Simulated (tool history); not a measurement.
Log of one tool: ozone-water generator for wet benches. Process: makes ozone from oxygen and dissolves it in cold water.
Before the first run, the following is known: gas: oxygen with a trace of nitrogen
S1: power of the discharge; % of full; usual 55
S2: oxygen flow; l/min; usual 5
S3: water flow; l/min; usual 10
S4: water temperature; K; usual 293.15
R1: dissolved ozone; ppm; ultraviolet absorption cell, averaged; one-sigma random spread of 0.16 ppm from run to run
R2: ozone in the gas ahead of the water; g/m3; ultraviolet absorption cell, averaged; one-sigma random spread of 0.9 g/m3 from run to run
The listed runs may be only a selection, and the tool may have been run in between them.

run   hour  S1    S2  S3      S4    R1     R2
  1      0  55     5  10  293.15  19.4  149.2
  2   29.2  55     5  10  293.15  19.7  148.6
  3     46  55     5  10  297.15  17.8  147.6
  4   65.2  55  3.82  10  293.15  20.9  177.5
  5   82.6  60     5  10  293.15  20.9  157.9
  6     96  60     5  10  293.15  20.7  157.5
  7  114.6  55     5  10  293.15  19.5  148.7
  8  135.3  55     5  10  293.15  19.6  147.7
  9  161.4  49     5  10  293.15  17.7  137.1
 10  185.5  55     5  14  293.15  15.1  147.9
 11  214.4  55     5  14  293.15  14.9  147.9
 12  243.6  55     5  14  293.15  14.7  146.6
     264.2  -- water thermometer calibrated
 13  271.1  55     5  14  293.15  14.7  148.3
 14  283.8  55  7.22  14  293.15  13.7  117.1
 15  311.5  55     5  10  293.15  19.5  148.1
 16  325.8  55     5  10  293.15  19.2    149
 17  352.6  55     5  10  293.15  19.4  146.3
 18  381.5  55     5  10  293.15  19.2  147.6
 19  406.7  94     5  10  291.15  29.8  217.8
 20    420  43  4.13  10  293.15  17.3  139.3
 21  449.7  59     5  12  293.15  17.6  154.4
     455.9  -- contactor cleaned
 22  469.3  89  3.11  12  293.15  25.8    285
 23  496.6  89  3.11  12  293.15  25.8  284.6
 24  525.5  89  3.11  12  293.15  25.4  280.3
 25  554.2  85  5.99  12  298.15  19.4  177.6
 26  577.4  53  2.95  10  293.15  20.4  199.6
 27  595.3  96     5  10  293.15  28.2  215.9
       613  -- contactor cleaned, once more
 28    622  55  2.56  12  293.15  19.5    229
 29  641.7  55  2.56  12  293.15  19.3  228.7
 30  655.4  55     5  10  294.15  19.4  146.2
 31  681.3  55     5  10  294.15  19.1  146.2
 32  711.5  94     5  10  294.15  28.4  214.6
 33  737.2  55     5  10  288.15  22.1  147.6

Branching from run 33: 3 alternative next runs. What would each branch give?
  A  759.3  55  3.54  10  289.15   ?   ?
  B  759.3  55  6.52  10  291.15   ?   ?
  C  759.3  82   4.9  10  288.15   ?   ?

run    R1     R2
  A    23  184.4
  B  18.8  124.2
  C  29.3  196.5
Stripped of hidden state, with their random variation kept, the same runs would have yielded:
run    R1     R2
  A  23.7  189.2
  B  19.3  127.4
  C  30.4  203.3
